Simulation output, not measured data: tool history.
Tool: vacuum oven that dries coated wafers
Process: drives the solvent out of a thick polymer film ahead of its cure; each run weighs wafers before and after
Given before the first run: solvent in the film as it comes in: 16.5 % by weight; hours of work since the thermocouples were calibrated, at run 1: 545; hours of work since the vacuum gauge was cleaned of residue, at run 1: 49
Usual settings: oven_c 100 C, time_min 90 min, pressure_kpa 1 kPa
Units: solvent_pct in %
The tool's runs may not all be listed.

| run | hour | oven_c | time_min | pressure_kpa | hours of work since the thermocouples were calibrated | hours of work since the vacuum gauge was cleaned of residue | solvent_pct |
|---|---|---|---|---|---|---|---|
| 1 | 0 | 100 | 90 | 1 | 545 | 49 | 1.041 |
| 2 | 5.2 | 100 | 90 | 1 | 549 | 53 | 1.037 |
| 3 | 11.2 | 100 | 90 | 1 | 554 | 58 | 1.041 |
| 4 | 21.3 | 100 | 90 | 1 | 561 | 65 | 1.037 |
| 5 | 33.2 | 100 | 90 | 1 | 570 | 74 | 1.033 |
| 6 | 39.7 | 100 | 96 | 1 | 575 | 79 | 0.901 |
| 7 | 48 | 100 | 96 | 1 | 581 | 85 | 0.895 |
| 8 | 59.2 | 100 | 96 | 1 | 589 | 93 | 0.892 |
| 9 | 68.4 | 100 | 69 | 1 | 596 | 100 | 1.789 |

Forecast run 10:
| 10 | 75.3 | 96 | 94 | 1 | 601 | 105 | ? |

solvent_pct: 1.675 %
On a tool with no hidden condition, and with the same random variation, this run would have come out at solvent_pct 1.746 %.
